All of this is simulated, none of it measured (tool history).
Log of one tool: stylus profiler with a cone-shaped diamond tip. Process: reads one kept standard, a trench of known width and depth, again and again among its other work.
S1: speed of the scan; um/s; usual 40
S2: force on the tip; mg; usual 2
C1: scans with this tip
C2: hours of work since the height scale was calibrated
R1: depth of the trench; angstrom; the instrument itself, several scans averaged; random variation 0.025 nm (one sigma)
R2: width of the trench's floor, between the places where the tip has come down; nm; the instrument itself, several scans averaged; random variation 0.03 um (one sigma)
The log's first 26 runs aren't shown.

Run 27, day 86.192: usual settings but S1 28 um/s, S2 2.83 mg; C1 4673; C2 1006. Result: R1 1012.5 angstrom, R2 98700 nm.
Run 28, day 88.058: usual settings but S1 13 um/s, S2 0.76 mg; C1 4765; C2 1026. Result: R1 1005.4 angstrom, R2 98700 nm.
Run 29, day 92.221: usual settings but S1 13 um/s, S2 0.76 mg; C1 4970; C2 1070. Result: R1 1004.9 angstrom, R2 98640 nm.
Run 30, day 94.121: usual settings but S1 17 um/s, S2 1.8 mg; C1 5064; C2 1090. Result: R1 1010 angstrom, R2 98670 nm.
Run 31, day 98.025: usual settings but S1 30 um/s, S2 0.75 mg; C1 5257; C2 1131. Result: R1 1005.8 angstrom, R2 98540 nm.
Run 32, day 100.012: usual settings but S1 13 um/s, S2 0.88 mg; C1 5355; C2 1153. Result: R1 1006 angstrom, R2 98720 nm.
Run 33, day 104.242: usual settings but S1 82 um/s, S2 3 mg; C1 5564; C2 1198. Result: R1 1013.3 angstrom, R2 98420 nm.
Run 34, day 108.208: usual settings but S1 31 um/s, S2 1.29 mg; C1 5759; C2 1240. Result: R1 1008.1 angstrom, R2 98620 nm.
Run 35, day 111.067: usual settings but S1 38 um/s, S2 1.29 mg; C1 5900; C2 1270. Result: R1 1007.2 angstrom, R2 98560 nm.
Run 36, day 113.346: usual settings but S1 38 um/s, S2 4.82 mg; C1 6013; C2 1294. Result: R1 1017.7 angstrom, R2 98630 nm.
Run 37, day 117.204: usual settings but S1 38 um/s, S2 4.82 mg; C1 6204; C2 1335. Result: R1 1017.8 angstrom, R2 98670 nm.
Run 38, day 120.433: usual settings but S1 13 um/s, S2 1.5 mg; C1 6363; C2 1370. Result: R1 1008 angstrom, R2 98670 nm.
Run 39, day 123.175: usual settings but S1 119 um/s, S2 1.82 mg; C1 6498; C2 1399. Result: R1 1009.6 angstrom, R2 98160 nm.
Run 40, day 125.958: usual settings but S1 16 um/s, S2 0.87 mg; C1 6636; C2 1428. Result: R1 1005.9 angstrom, R2 98640 nm.
Run 41, day 127.792: usual settings but S1 100 um/s, S2 4.23 mg; C1 6726; C2 1448. Result: R1 1016 angstrom, R2 98410 nm.
Run 42, day 131.138: usual settings but S1 27 um/s, S2 1.91 mg; C1 6891; C2 1483. Result: R1 1009.3 angstrom, R2 98630 nm.
Run 43, day 132.883: usual settings but S1 25 um/s, S2 1.06 mg; C1 6977; C2 1502. Result: R1 1006.5 angstrom, R2 98580 nm.
Run 44, day 136.538: usual settings but S1 25 um/s, S2 1.06 mg; C1 7158; C2 1541. Result: R1 1006.7 angstrom, R2 98620 nm.

Forecast each of these 3 alternatives for the next run:
Run A, day 140.4: usual settings but S2 0.76 mg; C1 7348; C2 1582. Result: R1 ?, R2 ?.
Run B, day 140.4: usual settings but S1 35 um/s; C1 7348; C2 1582. Result: R1 ?, R2 ?.
Run C, day 140.4: usual settings but S1 11 um/s, S2 1.97 mg; C1 7348; C2 1582. Result: R1 ?, R2 ?.

run      R1     R2
  A  1005.5  98520
  B    1010  98560
  C  1010.1  98690
Without the tool's hidden state the same runs would have given:
run      R1     R2
  A  1005.4  98530
  B  1009.9  98570
  C  1010.1  98700
